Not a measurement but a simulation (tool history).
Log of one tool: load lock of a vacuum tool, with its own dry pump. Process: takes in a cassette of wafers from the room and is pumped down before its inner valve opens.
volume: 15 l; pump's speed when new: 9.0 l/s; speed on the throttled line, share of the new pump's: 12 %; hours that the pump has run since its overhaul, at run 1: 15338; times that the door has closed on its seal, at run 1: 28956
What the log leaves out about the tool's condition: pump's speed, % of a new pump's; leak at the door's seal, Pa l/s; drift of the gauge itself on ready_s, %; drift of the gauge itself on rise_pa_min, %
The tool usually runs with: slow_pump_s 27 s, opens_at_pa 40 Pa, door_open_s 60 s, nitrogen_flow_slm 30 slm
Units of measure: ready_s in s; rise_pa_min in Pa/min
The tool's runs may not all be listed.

| run | hour | slow_pump_s | opens_at_pa | door_open_s | nitrogen_flow_slm | hours that the pump has run since its overhaul | times that the door has closed on its seal | incoming humidity of the room's air, % | ready_s | rise_pa_min |
|---|---|---|---|---|---|---|---|---|---|---|
| 1 | 0.0 | 27 | 40 | 60 | 30 | 15338 | 28956 | 46.8 | 38.0 | 0.136 |
| 2 | 178.2 | 27 | 40 | 60 | 30 | 15516 | 29624 | 46.0 | 37.9 | 0.138 |
| 3 | 309.7 | 27 | 40 | 60 | 14 | 15648 | 30117 | 47.2 | 37.6 | 0.167 |
| 4 | 496.2 | 27 | 40 | 46 | 14 | 15834 | 30816 | 43.4 | 37.8 | 0.147 |
| 5 | 658.1 | 27 | 40 | 46 | 14 | 15996 | 31422 | 41.9 | 37.7 | 0.149 |
| 6 | 883.0 | 27 | 40 | 46 | 14 | 16221 | 32265 | 44.7 | 37.9 | 0.158 |
| 7 | 1001.1 | 27 | 40 | 54 | 30 | 16339 | 32708 | 44.7 | 37.8 | 0.156 |
| 8 | 1215.3 | 27 | 40 | 54 | 30 | 16553 | 33511 | 45.6 | 37.9 | 0.146 |
| 9 | 1422.5 | 27 | 40 | 60 | 30 | 16760 | 34287 | 47.1 | 37.8 | 0.156 |
| 10 | 1571.8 | 27 | 40 | 60 | 30 | 16910 | 34847 | 44.9 | 37.9 | 0.156 |
| 11 | 1816.2 | 24 | 40 | 60 | 30 | 17154 | 35763 | 44.9 | 35.2 | 0.163 |
| 12 | 1983.3 | 17 | 39 | 60 | 8 | 17321 | 36389 | 44.0 | 29.3 | 0.197 |
| 13 | 2180.0 | 15 | 40 | 60 | 11 | 17518 | 37126 | 41.9 | 27.5 | 0.187 |
| 14 | 2423.1 | 35 | 40 | 60 | 15 | 17761 | 38037 | 44.9 | 45.0 | 0.190 |
| 15 | 2665.0 | 35 | 62 | 60 | 15 | 18003 | 38943 | 46.1 | 44.1 | 0.189 |
| 16 | 2908.8 | 41 | 40 | 60 | 30 | 18247 | 39857 | 47.8 | 50.0 | 0.182 |
| 17 | 3011.3 | 17 | 45 | 60 | 9 | 18349 | 40241 | 48.2 | 29.0 | 0.213 |
| 18 | 3133.2 | 27 | 40 | 204 | 27 | 18471 | 40698 | 47.5 | 38.0 | 0.224 |
| 19 | 3298.3 | 41 | 45 | 184 | 16 | 18636 | 41317 | 42.6 | 49.9 | 0.231 |

3 ways to go on from here, each from the tool as it stands after run 19. What would each give?
| A | 3445.7 | 27 | 40 | 60 | 5 | 18784 | 41869 | 46.8 | ? | ? |
| B | 3445.7 | 36 | 63 | 127 | 30 | 18784 | 41869 | 42.2 | ? | ? |
| C | 3445.7 | 41 | 45 | 143 | 16 | 18784 | 41869 | 46.1 | ? | ? |

| run | ready_s | rise_pa_min |
|---|---|---|
| A | 37.9 | 0.227 |
| B | 45.1 | 0.197 |
| C | 49.9 | 0.231 |
Without the tool's hidden state the same runs would have given:
| run | ready_s | rise_pa_min |
|---|---|---|
| A | 36.9 | 0.107 |
| B | 44.2 | 0.072 |
| C | 49.1 | 0.108 |

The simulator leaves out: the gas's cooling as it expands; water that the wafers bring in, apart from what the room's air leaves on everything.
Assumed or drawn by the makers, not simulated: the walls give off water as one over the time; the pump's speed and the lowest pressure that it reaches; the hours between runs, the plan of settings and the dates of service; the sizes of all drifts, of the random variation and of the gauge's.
